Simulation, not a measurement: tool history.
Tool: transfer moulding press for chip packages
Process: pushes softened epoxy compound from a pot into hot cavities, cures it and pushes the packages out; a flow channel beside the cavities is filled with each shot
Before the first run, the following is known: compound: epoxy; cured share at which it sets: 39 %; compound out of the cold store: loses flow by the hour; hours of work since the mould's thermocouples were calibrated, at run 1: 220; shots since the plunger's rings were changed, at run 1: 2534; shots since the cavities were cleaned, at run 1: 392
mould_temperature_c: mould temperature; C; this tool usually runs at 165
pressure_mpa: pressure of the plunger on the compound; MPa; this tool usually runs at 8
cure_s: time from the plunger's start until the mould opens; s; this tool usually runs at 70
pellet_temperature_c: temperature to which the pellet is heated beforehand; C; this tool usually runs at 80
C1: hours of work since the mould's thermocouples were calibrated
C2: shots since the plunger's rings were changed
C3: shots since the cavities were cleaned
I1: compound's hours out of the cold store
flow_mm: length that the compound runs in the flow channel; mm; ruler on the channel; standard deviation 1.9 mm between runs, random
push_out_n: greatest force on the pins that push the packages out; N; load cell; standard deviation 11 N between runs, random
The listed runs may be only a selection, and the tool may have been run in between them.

{"run": 1, "hour": 0.0, "mould_temperature_c": 165, "pressure_mpa": 8, "cure_s": 70, "pellet_temperature_c": 80, "C1": 220, "C2": 2534, "C3": 392, "I1": 30, "flow_mm": 673, "push_out_n": 676}
{"hour": 46.2, "done": "cavities cleaned with cleaning compound and waxed"}
{"hour": 57.3, "done": "plunger's sealing rings changed"}
{"run": 2, "hour": 59.3, "mould_temperature_c": 165, "pressure_mpa": 8, "cure_s": 70, "pellet_temperature_c": 80, "C1": 263, "C2": 34, "C3": 177, "I1": 23.7, "flow_mm": 699, "push_out_n": 634}
{"run": 3, "hour": 83.5, "mould_temperature_c": 165, "pressure_mpa": 8, "cure_s": 70, "pellet_temperature_c": 80, "C1": 282, "C2": 439, "C3": 582, "I1": 29.1, "flow_mm": 685, "push_out_n": 738}
{"run": 4, "hour": 110.5, "mould_temperature_c": 162, "pressure_mpa": 8, "cure_s": 70, "pellet_temperature_c": 80, "C1": 304, "C2": 893, "C3": 1036, "I1": 46.2, "flow_mm": 661, "push_out_n": 1006}
{"hour": 114.9, "done": "cavities cleaned with cleaning compound and waxed"}
{"run": 5, "hour": 139.7, "mould_temperature_c": 162, "pressure_mpa": 8, "cure_s": 70, "pellet_temperature_c": 80, "C1": 325, "C2": 1356, "C3": 416, "I1": 20.9, "flow_mm": 707, "push_out_n": 897}
{"hour": 166.0, "done": "mould's thermocouples calibrated"}
{"run": 6, "hour": 173.7, "mould_temperature_c": 162, "pressure_mpa": 8, "cure_s": 70, "pellet_temperature_c": 80, "C1": 6, "C2": 1892, "C3": 952, "I1": 18.5, "flow_mm": 711, "push_out_n": 1109}
{"hour": 187.5, "done": "cavities cleaned with cleaning compound and waxed"}
{"run": 7, "hour": 207.2, "mould_temperature_c": 162, "pressure_mpa": 8, "cure_s": 70, "pellet_temperature_c": 80, "C1": 31, "C2": 2428, "C3": 329, "I1": 21.3, "flow_mm": 701, "push_out_n": 913}
{"hour": 256.9, "done": "cavities cleaned with cleaning compound and waxed"}
{"run": 8, "hour": 258.6, "mould_temperature_c": 165, "pressure_mpa": 8, "cure_s": 70, "pellet_temperature_c": 82, "C1": 71, "C2": 3265, "C3": 29, "I1": 8.5, "flow_mm": 716, "push_out_n": 583}
{"hour": 269.7, "done": "plunger's sealing rings changed"}
{"run": 9, "hour": 304.8, "mould_temperature_c": 165, "pressure_mpa": 8, "cure_s": 70, "pellet_temperature_c": 82, "C1": 105, "C2": 589, "C3": 761, "I1": 39.1, "flow_mm": 669, "push_out_n": 798}
{"hour": 325.4, "done": "cavities cleaned with cleaning compound and waxed"}
{"run": 10, "hour": 345.0, "mould_temperature_c": 165, "pressure_mpa": 8, "cure_s": 70, "pellet_temperature_c": 82, "C1": 135, "C2": 1237, "C3": 329, "I1": 24.3, "flow_mm": 695, "push_out_n": 731}
{"hour": 393.2, "done": "cavities cleaned with cleaning compound and waxed"}
{"run": 11, "hour": 394.5, "mould_temperature_c": 165, "pressure_mpa": 8, "cure_s": 53, "pellet_temperature_c": 82, "C1": 173, "C2": 2042, "C3": 21, "I1": 34.3, "flow_mm": 667, "push_out_n": 1085}
{"run": 12, "hour": 431.4, "mould_temperature_c": 165, "pressure_mpa": 8, "cure_s": 53, "pellet_temperature_c": 82, "C1": 202, "C2": 2660, "C3": 639, "I1": 27.9, "flow_mm": 679, "push_out_n": 1698}
{"run": 13, "hour": 455.3, "mould_temperature_c": 165, "pressure_mpa": 8, "cure_s": 53, "pellet_temperature_c": 86, "C1": 221, "C2": 3061, "C3": 1040, "I1": 35.8, "flow_mm": 663, "push_out_n": 1739}
{"hour": 460.9, "done": "cavities cleaned with cleaning compound and waxed"}
{"hour": 479.4, "done": "plunger's sealing rings changed"}
{"run": 14, "hour": 513.2, "mould_temperature_c": 165, "pressure_mpa": 8, "cure_s": 70, "pellet_temperature_c": 76, "C1": 263, "C2": 566, "C3": 834, "I1": 36.7, "flow_mm": 670, "push_out_n": 807}
{"hour": 531.9, "done": "cavities cleaned with cleaning compound and waxed"}
{"run": 15, "hour": 571.8, "mould_temperature_c": 165, "pressure_mpa": 9.6, "cure_s": 70, "pellet_temperature_c": 86, "C1": 308, "C2": 1523, "C3": 669, "I1": 37.7, "flow_mm": 728, "push_out_n": 774}
{"hour": 599.5, "done": "cavities cleaned with cleaning compound and waxed"}
{"hour": 621.2, "done": "mould's thermocouples calibrated"}
{"run": 16, "hour": 622.1, "mould_temperature_c": 168, "pressure_mpa": 9.6, "cure_s": 70, "pellet_temperature_c": 88, "C1": 1, "C2": 2308, "C3": 345, "I1": 20.4, "flow_mm": 752, "push_out_n": 594}
{"run": 17, "hour": 649.8, "mould_temperature_c": 168, "pressure_mpa": 9.6, "cure_s": 70, "pellet_temperature_c": 88, "C1": 23, "C2": 2771, "C3": 808, "I1": 42.3, "flow_mm": 703, "push_out_n": 650}
{"hour": 669.1, "done": "cavities cleaned with cleaning compound and waxed"}
{"hour": 691.4, "done": "plunger's sealing rings changed"}
{"run": 18, "hour": 691.4, "mould_temperature_c": 165, "pressure_mpa": 9.28, "cure_s": 69, "pellet_temperature_c": 80, "C1": 52, "C2": 0, "C3": 331, "I1": 31.2, "flow_mm": 738, "push_out_n": 745}
{"run": 19, "hour": 728.0, "mould_temperature_c": 165, "pressure_mpa": 9.28, "cure_s": 69, "pellet_temperature_c": 80, "C1": 81, "C2": 614, "C3": 945, "I1": 33.4, "flow_mm": 733, "push_out_n": 867}
{"hour": 741.5, "done": "cavities cleaned with cleaning compound and waxed"}
{"run": 20, "hour": 760.6, "mould_temperature_c": 165, "pressure_mpa": 8, "cure_s": 70, "pellet_temperature_c": 75, "C1": 105, "C2": 1136, "C3": 320, "I1": 19.1, "flow_mm": 705, "push_out_n": 718}
{"run": 21, "hour": 790.6, "mould_temperature_c": 170, "pressure_mpa": 6.1, "cure_s": 73, "pellet_temperature_c": 80, "C1": 129, "C2": 1638, "C3": 822, "I1": 20.2, "flow_mm": 602, "push_out_n": 591}
{"hour": 808.9, "done": "cavities cleaned with cleaning compound and waxed"}
{"run": 22, "hour": 843.5, "mould_temperature_c": 162, "pressure_mpa": 7.94, "cure_s": 60, "pellet_temperature_c": 76, "C1": 169, "C2": 2498, "C3": 580, "I1": 18.1, "flow_mm": 698, "push_out_n": 1602}
{"run": 23, "hour": 872.2, "mould_temperature_c": 165, "pressure_mpa": 8, "cure_s": 66, "pellet_temperature_c": 80, "C1": 192, "C2": 2980, "C3": 1062, "I1": 44.5, "flow_mm": 648, "push_out_n": 922}
{"hour": 876.6, "done": "cavities cleaned with cleaning compound and waxed"}
{"hour": 903.0, "done": "plunger's sealing rings changed"}
{"run": 24, "hour": 903.0, "mould_temperature_c": 165, "pressure_mpa": 8, "cure_s": 66, "pellet_temperature_c": 80, "C1": 213, "C2": 0, "C3": 401, "I1": 30.9, "flow_mm": 683, "push_out_n": 847}
{"run": 25, "hour": 930.9, "mould_temperature_c": 165, "pressure_mpa": 8, "cure_s": 66, "pellet_temperature_c": 80, "C1": 235, "C2": 467, "C3": 868, "I1": 20.9, "flow_mm": 704, "push_out_n": 943}
{"hour": 945.8, "done": "cavities cleaned with cleaning compound and waxed"}
{"run": 26, "hour": 964.7, "mould_temperature_c": 165, "pressure_mpa": 8, "cure_s": 66, "pellet_temperature_c": 80, "C1": 261, "C2": 1009, "C3": 318, "I1": 44.8, "flow_mm": 655, "push_out_n": 770}

How would selected steps in flow_mm from run to run divide? Give the signed amount a tool lacking its hidden state would still show from settings, what came in and random variation, and the signed amount left for the hidden state, including any gauge scatter that is not in both of the compared results.
The hidden state here: true mould temperature over the reading, C; pressure that reaches the compound, % of what is set; grip of the stained cavities, % over clean ones'; drift of the gauge itself on flow_mm, %; drift of the gauge itself on push_out_n, %.
Run 1 -> 2: cavities cleaned with cleaning compound and waxed, plunger's sealing rings changed. flow_mm +26 mm: hidden state +13, all else +13.
Run 8 -> 9: plunger's sealing rings changed. flow_mm -47 mm: hidden state +13, all else -60.
Run 20 -> 21: mould_temperature_c 165 -> 170, pressure_mpa 8 -> 6.1, cure_s 70 -> 73, pellet_temperature_c 75 -> 80. flow_mm -103 mm: hidden state -1, all else -102.
Run 21 -> 22: mould_temperature_c 170 -> 162, pressure_mpa 6.1 -> 7.94, cure_s 73 -> 60, pellet_temperature_c 80 -> 76, cavities cleaned with cleaning compound and waxed. flow_mm +96 mm: hidden state -6, all else +102.
